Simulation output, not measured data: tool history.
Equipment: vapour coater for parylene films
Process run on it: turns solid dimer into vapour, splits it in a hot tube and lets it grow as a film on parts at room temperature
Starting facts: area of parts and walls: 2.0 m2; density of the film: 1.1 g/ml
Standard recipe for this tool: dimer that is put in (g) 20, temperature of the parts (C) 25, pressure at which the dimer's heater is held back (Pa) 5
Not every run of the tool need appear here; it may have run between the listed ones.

run,day,dimer that is put in (g),temperature of the parts (C),pressure at which the dimer's heater is held back (Pa),thickness of the film (µm)
1,0,20,25,5,5.46
2,0.6,20,25,5,5.5
3,1.071,20,25,5,5.55
4,1.367,20,25,5,5.44
5,1.808,28,25,5,7.65
6,2.417,28,25,5,7.57
7,2.908,28,25,5,7.6
8,3.183,28,25,5,7.57
9,3.525,20,25,5,5.38
10,4.096,20,25,5,5.37
11,4.567,20,25,5,5.35
12,5.229,20,25,3.09,5.53
13,5.592,20,25,9.9,4.92
14,6.062,19,25,5,4.89
15,6.546,19,33,5,3.93
16,6.871,19,33,5,3.8
17,7.533,19,33,5,3.82
18,7.992,19,33,5,3.85
19,8.525,19,18,2.28,6.56
20,8.829,16,22,3.11,4.83
# day 9.354: trap's valve overhauled
21,9.508,10,25,5,2.93
22,10.138,14,25,2.82,4.5
23,10.483,20,36,5,4.24
24,11.096,9,25,2.52,2.85
25,11.658,9,25,2.52,2.82
26,12.075,9,25,2.52,2.87
27,12.654,18,25,2.13,5.74

What will run 28 give?
28,13.154,18,32,9.17,?

{"run 28": {"thickness of the film (µm)": 4}}
Without the tool's hidden state the same run would have given thickness of the film (µm) 4.16.
